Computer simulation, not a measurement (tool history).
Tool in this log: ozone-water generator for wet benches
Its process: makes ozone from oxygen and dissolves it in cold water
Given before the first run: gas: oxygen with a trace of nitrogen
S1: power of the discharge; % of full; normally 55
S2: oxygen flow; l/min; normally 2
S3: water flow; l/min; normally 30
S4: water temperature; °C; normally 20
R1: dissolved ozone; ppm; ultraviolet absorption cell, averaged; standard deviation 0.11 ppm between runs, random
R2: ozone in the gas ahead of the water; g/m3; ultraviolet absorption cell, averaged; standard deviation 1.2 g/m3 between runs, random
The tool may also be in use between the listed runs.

{"run": 1, "hour": 0.0, "S1": 55, "S2": 2, "S3": 30, "S4": 20, "R1": 6, "R2": 207.7}
{"run": 2, "hour": 32.1, "S1": 55, "S2": 2, "S3": 30, "S4": 20, "R1": 6.1, "R2": 208.2}
{"run": 3, "hour": 57.4, "S1": 55, "S2": 2, "S3": 30, "S4": 20, "R1": 6.2, "R2": 208}
{"run": 4, "hour": 105.1, "S1": 55, "S2": 2, "S3": 29, "S4": 20, "R1": 6.2, "R2": 208}
{"run": 5, "hour": 153.8, "S1": 55, "S2": 2, "S3": 29, "S4": 20, "R1": 6.5, "R2": 209.5}
{"run": 6, "hour": 194.2, "S1": 55, "S2": 2, "S3": 29, "S4": 20, "R1": 6.3, "R2": 207.8}
{"run": 7, "hour": 221.8, "S1": 55, "S2": 2, "S3": 21, "S4": 20, "R1": 8.9, "R2": 209.4}
{"run": 8, "hour": 268.8, "S1": 55, "S2": 2, "S3": 22, "S4": 20, "R1": 8.5, "R2": 207.4}
{"run": 9, "hour": 322.9, "S1": 55, "S2": 2, "S3": 22, "S4": 20, "R1": 8.5, "R2": 206.8}
{"run": 10, "hour": 360.3, "S1": 55, "S2": 2, "S3": 22, "S4": 20, "R1": 8.2, "R2": 208}
{"run": 11, "hour": 408.3, "S1": 63, "S2": 2, "S3": 30, "S4": 20, "R1": 6.8, "R2": 225.5}
{"run": 12, "hour": 458.8, "S1": 55, "S2": 2, "S3": 38, "S4": 20, "R1": 4.7, "R2": 205.8}
{"run": 13, "hour": 487.1, "S1": 55, "S2": 2, "S3": 38, "S4": 20, "R1": 4.6, "R2": 206.2}
{"run": 14, "hour": 512.1, "S1": 55, "S2": 2, "S3": 38, "S4": 20, "R1": 4.7, "R2": 208.2}
{"run": 15, "hour": 535.4, "S1": 55, "S2": 2, "S3": 38, "S4": 20, "R1": 4.4, "R2": 203.9}
{"run": 16, "hour": 582.6, "S1": 55, "S2": 2, "S3": 38, "S4": 20, "R1": 4.6, "R2": 206.5}
{"run": 17, "hour": 616.2, "S1": 55, "S2": 2, "S3": 38, "S4": 20, "R1": 4.5, "R2": 207.4}
{"run": 18, "hour": 647.1, "S1": 55, "S2": 2, "S3": 41, "S4": 23, "R1": 4.2, "R2": 204}
{"run": 19, "hour": 694.7, "S1": 49, "S2": 2.94, "S3": 28, "S4": 20, "R1": 6.3, "R2": 149.3}
{"hour": 699.4, "done": "water thermometer calibrated"}
{"run": 20, "hour": 722.4, "S1": 49, "S2": 2.94, "S3": 28, "S4": 20, "R1": 6.3, "R2": 150}
{"run": 21, "hour": 761.9, "S1": 49, "S2": 2.94, "S3": 28, "S4": 20, "R1": 6.2, "R2": 148.3}
{"run": 22, "hour": 807.8, "S1": 77, "S2": 2.94, "S3": 26, "S4": 25, "R1": 8.8, "R2": 205.9}
{"run": 23, "hour": 840.9, "S1": 55, "S2": 2, "S3": 23, "S4": 20, "R1": 7.9, "R2": 206.2}
{"run": 24, "hour": 884.2, "S1": 94, "S2": 2, "S3": 46, "S4": 20, "R1": 5.3, "R2": 300.6}
{"run": 25, "hour": 921.5, "S1": 94, "S2": 2, "S3": 46, "S4": 20, "R1": 5.1, "R2": 301.1}
{"hour": 957.3, "done": "water thermometer calibrated, once more"}
{"run": 26, "hour": 967.5, "S1": 55, "S2": 2, "S3": 41, "S4": 13, "R1": 4.4, "R2": 203.8}
{"run": 27, "hour": 1004.6, "S1": 58, "S2": 1.98, "S3": 41, "S4": 13, "R1": 4.4, "R2": 216}
{"run": 28, "hour": 1029.2, "S1": 55, "S2": 1.04, "S3": 30, "S4": 28, "R1": 5.2, "R2": 309}
{"run": 29, "hour": 1061.4, "S1": 48, "S2": 1.82, "S3": 30, "S4": 20, "R1": 5.3, "R2": 196.8}
{"run": 30, "hour": 1108.7, "S1": 48, "S2": 1.82, "S3": 30, "S4": 20, "R1": 5.3, "R2": 196.1}
{"run": 31, "hour": 1151.7, "S1": 54, "S2": 1.89, "S3": 30, "S4": 20, "R1": 5.7, "R2": 209}
{"run": 32, "hour": 1194.6, "S1": 49, "S2": 2, "S3": 25, "S4": 25, "R1": 6.4, "R2": 188.8}
{"run": 33, "hour": 1229.6, "S1": 46, "S2": 1.03, "S3": 22, "S4": 16, "R1": 6.4, "R2": 272.1}

Below are 4 alternative next runs, each starting from the tool's condition after run 33. Predict each:
{"run": "A", "hour": 1270.8, "S1": 93, "S2": 2, "S3": 30, "S4": 20, "R1": "?", "R2": "?"}
{"run": "B", "hour": 1270.8, "S1": 53, "S2": 1.03, "S3": 22, "S4": 16, "R1": "?", "R2": "?"}
{"run": "C", "hour": 1270.8, "S1": 55, "S2": 1.28, "S3": 30, "S4": 20, "R1": "?", "R2": "?"}
{"run": "D", "hour": 1270.8, "S1": 97, "S2": 1.03, "S3": 28, "S4": 16, "R1": "?", "R2": "?"}

run=A R1=8.5 R2=296.9
run=B R1=7.1 R2=301.4
run=C R1=5.5 R2=270.3
run=D R1=8.4 R2=467.1
The same runs, with their run-to-run variation unchanged, on a tool lacking any hidden condition would have given:
run=A R1=9.9 R2=309.1
run=B R1=8.1 R2=309.5
run=C R1=6.3 R2=277.9
run=D R1=9.8 R2=486.8
